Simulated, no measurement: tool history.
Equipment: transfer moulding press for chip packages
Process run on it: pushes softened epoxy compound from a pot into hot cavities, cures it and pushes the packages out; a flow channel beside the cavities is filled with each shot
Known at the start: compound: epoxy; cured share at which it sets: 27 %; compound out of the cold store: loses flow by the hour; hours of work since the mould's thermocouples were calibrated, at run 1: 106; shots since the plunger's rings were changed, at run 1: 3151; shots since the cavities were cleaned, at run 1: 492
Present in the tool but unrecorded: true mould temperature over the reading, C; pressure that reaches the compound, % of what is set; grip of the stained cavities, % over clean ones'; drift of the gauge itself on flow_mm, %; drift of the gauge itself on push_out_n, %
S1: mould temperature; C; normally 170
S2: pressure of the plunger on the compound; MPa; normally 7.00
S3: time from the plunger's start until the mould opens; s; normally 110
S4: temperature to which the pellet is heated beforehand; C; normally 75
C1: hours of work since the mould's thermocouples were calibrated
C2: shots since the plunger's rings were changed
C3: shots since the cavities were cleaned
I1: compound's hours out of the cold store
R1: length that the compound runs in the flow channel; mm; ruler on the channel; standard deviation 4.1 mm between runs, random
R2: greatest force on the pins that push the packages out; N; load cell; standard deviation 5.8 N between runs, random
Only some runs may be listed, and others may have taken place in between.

run 1 hour=0.0 | S1=170 S2=7.00 S3=110 S4=75 | C1=106 C2=3151 C3=492 | I1=27.8 | R1=703 R2=337
-- hour=4.0 cavities cleaned with cleaning compound and waxed
run 2 hour=5.8 | S1=170 S2=7.00 S3=110 S4=75 | C1=109 C2=3193 C3=17 | I1=33.0 | R1=674 R2=384
run 3 hour=12.6 | S1=170 S2=7.00 S3=110 S4=75 | C1=113 C2=3260 C3=84 | I1=23.6 | R1=718 R2=407
run 4 hour=16.4 | S1=170 S2=7.00 S3=110 S4=75 | C1=115 C2=3298 C3=122 | I1=14.0 | R1=773 R2=415
run 5 hour=23.0 | S1=170 S2=7.00 S3=126 S4=75 | C1=119 C2=3363 C3=187 | I1=24.1 | R1=715 R2=339
run 6 hour=27.7 | S1=170 S2=7.00 S3=126 S4=75 | C1=122 C2=3409 C3=233 | I1=20.6 | R1=734 R2=353
run 7 hour=33.5 | S1=170 S2=7.00 S3=116 S4=75 | C1=126 C2=3466 C3=290 | I1=40.6 | R1=635 R2=369
run 8 hour=42.5 | S1=170 S2=7.00 S3=116 S4=75 | C1=131 C2=3554 C3=378 | I1=45.2 | R1=614 R2=384
-- hour=49.5 cavities cleaned with cleaning compound and waxed, once more
run 9 hour=52.5 | S1=170 S2=7.00 S3=116 S4=75 | C1=136 C2=3639 C3=30 | I1=19.6 | R1=745 R2=217
run 10 hour=59.5 | S1=170 S2=7.00 S3=116 S4=75 | C1=141 C2=3708 C3=99 | I1=24.5 | R1=709 R2=232
run 11 hour=63.8 | S1=170 S2=7.00 S3=110 S4=75 | C1=143 C2=3749 C3=140 | I1=47.6 | R1=591 R2=260
run 12 hour=72.5 | S1=170 S2=7.00 S3=110 S4=75 | C1=149 C2=3835 C3=226 | I1=20.2 | R1=730 R2=299
run 13 hour=77.3 | S1=170 S2=6.63 S3=110 S4=75 | C1=152 C2=3883 C3=274 | I1=36.8 | R1=619 R2=308
run 14 hour=82.7 | S1=170 S2=6.63 S3=110 S4=75 | C1=155 C2=3936 C3=327 | I1=15.5 | R1=737 R2=323
run 15 hour=86.6 | S1=170 S2=7.00 S3=110 S4=75 | C1=157 C2=3974 C3=365 | I1=35.7 | R1=652 R2=305
run 16 hour=91.6 | S1=163 S2=6.77 S3=117 S4=83 | C1=160 C2=4023 C3=414 | I1=24.1 | R1=712 R2=494
run 17 hour=96.4 | S1=172 S2=7.00 S3=110 S4=75 | C1=163 C2=4071 C3=462 | I1=47.6 | R1=592 R2=278
-- hour=103.1 cavities cleaned with cleaning compound and waxed
run 18 hour=104.2 | S1=172 S2=7.00 S3=120 S4=75 | C1=167 C2=4133 C3=11 | I1=19.3 | R1=738 R2=183
run 19 hour=112.6 | S1=168 S2=7.77 S3=120 S4=75 | C1=172 C2=4215 C3=93 | I1=29.0 | R1=727 R2=239
run 20 hour=121.4 | S1=164 S2=6.39 S3=128 S4=72 | C1=178 C2=4302 C3=180 | I1=47.4 | R1=569 R2=302
run 21 hour=129.0 | S1=167 S2=6.39 S3=128 S4=66 | C1=182 C2=4376 C3=254 | I1=16.7 | R1=719 R2=287
run 22 hour=133.9 | S1=164 S2=7.00 S3=110 S4=75 | C1=185 C2=4425 C3=303 | I1=12.0 | R1=788 R2=521
run 23 hour=140.4 | S1=164 S2=7.00 S3=110 S4=75 | C1=189 C2=4489 C3=367 | I1=24.8 | R1=716 R2=503
run 24 hour=147.5 | S1=171 S2=5.28 S3=133 S4=67 | C1=194 C2=4558 C3=436 | I1=35.4 | R1=560 R2=255
-- hour=156.9 cavities cleaned with cleaning compound and waxed
run 25 hour=157.2 | S1=175 S2=8.62 S3=110 S4=75 | C1=199 C2=4639 C3=2 | I1=12.7 | R1=840 R2=203
run 26 hour=165.9 | S1=174 S2=5.90 S3=114 S4=72 | C1=204 C2=4725 C3=88 | I1=45.2 | R1=546 R2=202
run 27 hour=170.1 | S1=174 S2=5.90 S3=114 S4=72 | C1=206 C2=4766 C3=129 | I1=35.5 | R1=584 R2=221
run 28 hour=176.9 | S1=173 S2=8.08 S3=114 S4=72 | C1=211 C2=4833 C3=196 | I1=42.4 | R1=647 R2=226
run 29 hour=183.3 | S1=173 S2=8.08 S3=114 S4=72 | C1=215 C2=4896 C3=259 | I1=24.5 | R1=746 R2=260

Alternative continuations, all from the tool just after run 29; predict every row:
run A hour=189.2 | S1=170 S2=7.00 S3=103 S4=74 | C1=218 C2=4954 C3=317 | I1=26.9 | R1=? R2=?
run B hour=189.2 | S1=170 S2=7.04 S3=121 S4=79 | C1=218 C2=4954 C3=317 | I1=21.3 | R1=? R2=?
run C hour=189.2 | S1=165 S2=8.78 S3=114 S4=72 | C1=218 C2=4954 C3=317 | I1=25.7 | R1=? R2=?
run D hour=189.2 | S1=173 S2=8.08 S3=100 S4=74 | C1=218 C2=4954 C3=317 | I1=47.8 | R1=? R2=?

run=A R1=681 R2=372
run=B R1=710 R2=287
run=C R1=791 R2=436
run=D R1=622 R2=290
Had the tool no hidden state, the same runs would have come out as:
run=A R1=740 R2=256
run=B R1=772 R2=202
run=C R1=859 R2=298
run=D R1=676 R2=199
